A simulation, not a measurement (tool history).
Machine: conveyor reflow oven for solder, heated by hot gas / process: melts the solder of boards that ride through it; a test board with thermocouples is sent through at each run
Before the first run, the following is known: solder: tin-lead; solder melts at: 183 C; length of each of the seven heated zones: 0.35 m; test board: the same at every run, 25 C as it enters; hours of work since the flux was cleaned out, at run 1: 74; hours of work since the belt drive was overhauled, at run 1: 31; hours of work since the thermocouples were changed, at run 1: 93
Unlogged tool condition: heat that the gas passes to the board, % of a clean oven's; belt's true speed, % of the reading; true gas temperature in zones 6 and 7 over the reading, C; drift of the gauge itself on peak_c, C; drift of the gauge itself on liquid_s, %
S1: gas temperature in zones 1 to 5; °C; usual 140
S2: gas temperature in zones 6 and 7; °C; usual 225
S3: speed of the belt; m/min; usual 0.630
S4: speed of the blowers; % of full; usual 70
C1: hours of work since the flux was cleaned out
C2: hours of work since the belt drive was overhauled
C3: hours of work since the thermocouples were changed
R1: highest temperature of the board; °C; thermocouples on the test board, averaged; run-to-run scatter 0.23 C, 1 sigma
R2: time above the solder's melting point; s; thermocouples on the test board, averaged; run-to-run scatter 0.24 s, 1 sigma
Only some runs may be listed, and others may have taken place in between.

Run 1, day 0.000: usual settings; C1 74; C2 31; C3 93. Result: R1 209.2 °C, R2 43.9 s.
Run 2, day 1.088: usual settings; C1 94; C2 50; C3 113. Result: R1 208.8 °C, R2 44.0 s.
Run 3, day 2.125: usual settings but S4 66 % of full; C1 113; C2 69; C3 131. Result: R1 207.4 °C, R2 42.3 s.
Run 4, day 2.971: usual settings but S4 66 % of full; C1 128; C2 84; C3 147. Result: R1 207.7 °C, R2 41.9 s.
Run 5, day 4.121: usual settings but S4 66 % of full; C1 148; C2 105; C3 167. Result: R1 206.6 °C, R2 42.1 s.
Run 6, day 4.800: usual settings but S4 66 % of full; C1 160; C2 117; C3 179. Result: R1 207.0 °C, R2 41.7 s.
Run 7, day 5.333: usual settings but S4 66 % of full; C1 170; C2 126; C3 189. Result: R1 207.1 °C, R2 42.0 s.
Run 8, day 5.900: usual settings but S4 66 % of full; C1 180; C2 137; C3 199. Result: R1 206.4 °C, R2 41.5 s.
Run 9, day 7.125: usual settings but S1 131 °C; C1 202; C2 159; C3 221. Result: R1 205.8 °C, R2 38.0 s.
Run 10, day 7.896: usual settings; C1 216; C2 172; C3 235. Result: R1 207.1 °C, R2 42.3 s.
Run 11, day 9.108: usual settings but S4 84 % of full; C1 238; C2 194; C3 257. Result: R1 209.5 °C, R2 45.3 s.
Run 12, day 10.408: usual settings but S4 84 % of full; C1 261; C2 217; C3 280. Result: R1 209.4 °C, R2 44.8 s.
Run 13, day 11.683: usual settings but S1 139 °C; C1 284; C2 240; C3 303. Result: R1 206.2 °C, R2 41.1 s.
Run 14, day 12.962: usual settings but S3 0.736 m/min; C1 307; C2 263; C3 326. Result: R1 200.7 °C, R2 29.1 s.
Run 15, day 13.746: usual settings but S3 0.736 m/min; C1 321; C2 277; C3 340. Result: R1 200.6 °C, R2 28.4 s.
Run 16, day 14.450: usual settings but S3 0.736 m/min; C1 333; C2 290; C3 352. Result: R1 200.5 °C, R2 28.1 s.
At day 14.733: flux residue cleaned out of gas plates and filters.
Run 17, day 15.833: usual settings but S1 144 °C, S2 229 °C; C1 20; C2 311; C3 373. Result: R1 208.5 °C, R2 44.2 s.
Run 18, day 16.729: usual settings but S2 214 °C; C1 36; C2 327; C3 389. Result: R1 195.4 °C, R2 27.6 s.
Run 19, day 17.829: usual settings but S2 226 °C, S3 0.556 m/min; C1 55; C2 347; C3 409. Result: R1 209.1 °C, R2 50.0 s.
At day 18.121: flux residue cleaned out of gas plates and filters, once more.
Run 20, day 18.712: usual settings but S1 129 °C, S2 223 °C; C1 11; C2 359; C3 421. Result: R1 204.9 °C, R2 37.4 s.
Run 21, day 19.946: usual settings but S1 129 °C, S2 223 °C; C1 33; C2 381; C3 443. Result: R1 204.8 °C, R2 36.9 s.
Run 22, day 21.117: usual settings but S1 129 °C, S2 223 °C; C1 54; C2 402; C3 464. Result: R1 204.4 °C, R2 36.5 s.
Run 23, day 22.129: usual settings but S1 145 °C, S2 240 °C, S3 0.589 m/min, S4 68 % of full; C1 72; C2 420; C3 482. Result: R1 222.9 °C, R2 60.7 s.
Run 24, day 22.888: usual settings but S1 145 °C, S2 240 °C, S3 0.589 m/min, S4 68 % of full; C1 85; C2 434; C3 496. Result: R1 223.5 °C, R2 60.0 s.
Run 25, day 23.746: usual settings but S1 145 °C, S2 240 °C, S3 0.589 m/min, S4 68 % of full; C1 101; C2 449; C3 511. Result: R1 223.2 °C, R2 59.4 s.
Run 26, day 24.842: usual settings but S1 136 °C, S2 226 °C, S3 0.628 m/min, S4 77 % of full; C1 120; C2 469; C3 531. Result: R1 209.2 °C, R2 43.6 s.
Run 27, day 25.925: usual settings but S1 136 °C, S2 217 °C, S3 0.551 m/min, S4 77 % of full; C1 140; C2 488; C3 550. Result: R1 204.9 °C, R2 47.0 s.
Run 28, day 27.092: usual settings but S1 136 °C, S2 217 °C, S3 0.551 m/min, S4 77 % of full; C1 161; C2 509; C3 571. Result: R1 204.2 °C, R2 46.3 s.
Run 29, day 27.875: usual settings but S1 127 °C, S2 222 °C, S3 0.655 m/min, S4 77 % of full; C1 175; C2 523; C3 585. Result: R1 202.1 °C, R2 32.5 s.
Run 30, day 28.875: usual settings but S1 127 °C, S2 222 °C, S3 0.655 m/min, S4 77 % of full; C1 193; C2 541; C3 603. Result: R1 202.4 °C, R2 32.4 s.
Run 31, day 29.700: usual settings but S1 127 °C, S2 222 °C, S3 0.655 m/min, S4 77 % of full; C1 208; C2 556; C3 618. Result: R1 201.8 °C, R2 31.8 s.

A few steps of R1 between consecutive runs. Split each: what settings, incoming material and random variation would produce without the hidden state, and what is left over for the hidden state, along with gauge scatter present in only one of the two compared results (measured, and without hidden state):
Run 13 -> 14: S1 139 -> 140, S3 0.630 -> 0.736. R1 -5.5 °C: hidden state -0.8, all else -4.7.
Run 16 -> 17: S1 140 -> 144, S2 225 -> 229, S3 0.736 -> 0.630, flux residue cleaned out of gas plates and filters. R1 +8.0 °C: hidden state -0.8, all else +8.8.
Run 18 -> 19: S2 214 -> 226, S3 0.630 -> 0.556. R1 +13.7 °C: hidden state -0.1, all else +13.8.
Run 19 -> 20: S1 140 -> 129, S2 226 -> 223, S3 0.556 -> 0.630, flux residue cleaned out of gas plates and filters, once more. R1 -4.2 °C: hidden state +3.9, all else -8.1.
Run 22 -> 23: S1 129 -> 145, S2 223 -> 240, S3 0.630 -> 0.589, S4 70 -> 68. R1 +18.5 °C: hidden state -0.1, all else +18.6.
Run 25 -> 26: S1 145 -> 136, S2 240 -> 226, S3 0.589 -> 0.628, S4 68 -> 77. R1 -14.0 °C: hidden state -0.4, all else -13.6.

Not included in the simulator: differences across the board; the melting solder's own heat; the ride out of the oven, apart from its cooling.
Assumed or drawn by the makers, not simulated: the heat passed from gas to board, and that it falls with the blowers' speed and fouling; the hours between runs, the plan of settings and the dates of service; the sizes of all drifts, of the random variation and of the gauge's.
